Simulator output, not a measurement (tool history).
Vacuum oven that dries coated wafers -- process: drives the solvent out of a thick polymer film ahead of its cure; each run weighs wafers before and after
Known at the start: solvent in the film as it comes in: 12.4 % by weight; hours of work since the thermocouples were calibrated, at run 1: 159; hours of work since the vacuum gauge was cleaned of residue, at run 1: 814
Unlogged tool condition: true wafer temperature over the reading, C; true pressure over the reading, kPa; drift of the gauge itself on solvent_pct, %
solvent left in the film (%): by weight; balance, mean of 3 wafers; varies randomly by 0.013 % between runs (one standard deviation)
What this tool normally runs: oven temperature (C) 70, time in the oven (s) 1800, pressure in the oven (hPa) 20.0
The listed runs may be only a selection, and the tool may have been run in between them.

| run | hour | oven temperature (C) | time in the oven (s) | pressure in the oven (hPa) | hours of work since the thermocouples were calibrated | hours of work since the vacuum gauge was cleaned of residue | solvent left in the film (%) |
|---|---|---|---|---|---|---|---|
| 1 | 0.0 | 70 | 1800 | 20.0 | 159 | 814 | 1.18 |
| 2 | 47.9 | 70 | 1800 | 20.0 | 189 | 843 | 1.20 |
| 3 | 120.7 | 59 | 1800 | 20.0 | 234 | 888 | 2.63 |
| 4 | 180.4 | 59 | 1800 | 20.0 | 271 | 925 | 2.63 |
| 5 | 263.4 | 70 | 1800 | 20.0 | 322 | 977 | 1.18 |
| 6 | 336.5 | 55 | 1800 | 20.0 | 367 | 1022 | 3.34 |
| 7 | 392.9 | 70 | 1800 | 20.0 | 402 | 1056 | 1.16 |
| 8 | 466.3 | 70 | 1800 | 20.0 | 447 | 1102 | 1.16 |
| 9 | 548.8 | 70 | 1800 | 20.0 | 498 | 1153 | 1.15 |
| 10 | 629.8 | 70 | 1800 | 20.0 | 548 | 1203 | 1.15 |
|  | 656.1 | vacuum gauge cleaned of residue and calibrated |
| 11 | 699.8 | 70 | 1800 | 20.0 | 591 | 27 | 1.04 |
| 12 | 778.3 | 70 | 1800 | 20.0 | 639 | 76 | 1.07 |
| 13 | 814.1 | 70 | 1800 | 20.0 | 661 | 98 | 1.05 |
| 14 | 888.8 | 70 | 1800 | 20.0 | 707 | 144 | 1.06 |
|  | 894.4 | oven's thermocouples calibrated |
| 15 | 964.0 | 70 | 1740 | 20.0 | 43 | 189 | 0.96 |
| 16 | 1029.5 | 70 | 1740 | 20.0 | 83 | 229 | 1.00 |
|  | 1074.2 | oven's thermocouples calibrated, once more |
| 17 | 1094.8 | 58 | 1800 | 20.0 | 13 | 269 | 2.85 |
| 18 | 1156.8 | 63 | 1800 | 20.0 | 51 | 307 | 2.00 |
| 19 | 1225.1 | 66 | 1800 | 20.0 | 93 | 349 | 1.62 |
| 20 | 1304.3 | 70 | 2100 | 20.0 | 142 | 398 | 0.96 |
| 21 | 1385.7 | 70 | 2100 | 20.0 | 192 | 448 | 0.95 |
| 22 | 1458.0 | 70 | 2100 | 20.0 | 237 | 493 | 0.95 |
| 23 | 1505.6 | 70 | 2100 | 20.0 | 267 | 522 | 0.95 |
| 24 | 1543.7 | 70 | 1080 | 20.0 | 290 | 546 | 2.33 |
| 25 | 1580.1 | 70 | 1080 | 20.0 | 313 | 568 | 2.32 |
| 26 | 1642.9 | 77 | 1020 | 40.2 | 351 | 607 | 1.93 |
| 27 | 1686.8 | 77 | 1020 | 40.2 | 378 | 634 | 1.92 |
| 28 | 1746.2 | 77 | 1020 | 40.2 | 415 | 671 | 1.90 |
| 29 | 1780.2 | 75 | 1560 | 19.1 | 436 | 692 | 0.92 |
| 30 | 1851.4 | 73 | 2220 | 11.2 | 480 | 736 | 0.46 |
| 31 | 1920.2 | 66 | 2460 | 41.3 | 523 | 778 | 1.75 |
| 32 | 1960.1 | 74 | 1380 | 27.7 | 547 | 803 | 1.36 |
| 33 | 2019.3 | 74 | 1800 | 20.0 | 584 | 840 | 0.82 |
| 34 | 2066.6 | 59 | 2700 | 26.4 | 613 | 869 | 1.91 |
| 35 | 2104.2 | 73 | 1800 | 45.9 | 636 | 892 | 1.51 |
| 36 | 2179.3 | 73 | 1800 | 45.9 | 683 | 939 | 1.49 |
| 37 | 2236.3 | 58 | 1380 | 13.0 | 718 | 974 | 3.18 |
| 38 | 2302.6 | 58 | 1380 | 13.0 | 759 | 1015 | 3.16 |
| 39 | 2374.8 | 69 | 2160 | 13.0 | 803 | 1059 | 0.74 |
| 40 | 2434.1 | 69 | 2160 | 13.0 | 840 | 1096 | 0.75 |
| 41 | 2491.3 | 65 | 1260 | 20.0 | 875 | 1131 | 2.48 |
| 42 | 2544.3 | 67 | 2340 | 37.9 | 908 | 1164 | 1.54 |
| 43 | 2596.9 | 56 | 2280 | 49.0 | 941 | 1197 | 3.60 |
|  | 2637.5 | vacuum gauge cleaned of residue and calibrated |
| 44 | 2647.9 | 75 | 2760 | 17.2 | 971 | 6 | 0.41 |
| 45 | 2701.4 | 83 | 1140 | 12.5 | 1004 | 39 | 0.55 |
| 46 | 2770.9 | 55 | 1800 | 35.8 | 1047 | 82 | 3.64 |

Branching from run 46: 3 alternative next runs. What would each branch give?
| A | 2810.2 | 59 | 1020 | 75.6 | 1072 | 107 | ? |
| B | 2810.2 | 64 | 1140 | 20.0 | 1072 | 107 | ? |
| C | 2810.2 | 79 | 1620 | 20.0 | 1072 | 107 | ? |

| run | solvent left in the film (%) |
|---|---|
| A | 5.80 |
| B | 2.78 |
| C | 0.53 |
With no hidden state in the tool, these same runs would have given:
| run | solvent left in the film (%) |
|---|---|
| A | 6.38 |
| B | 3.21 |
| C | 0.65 |
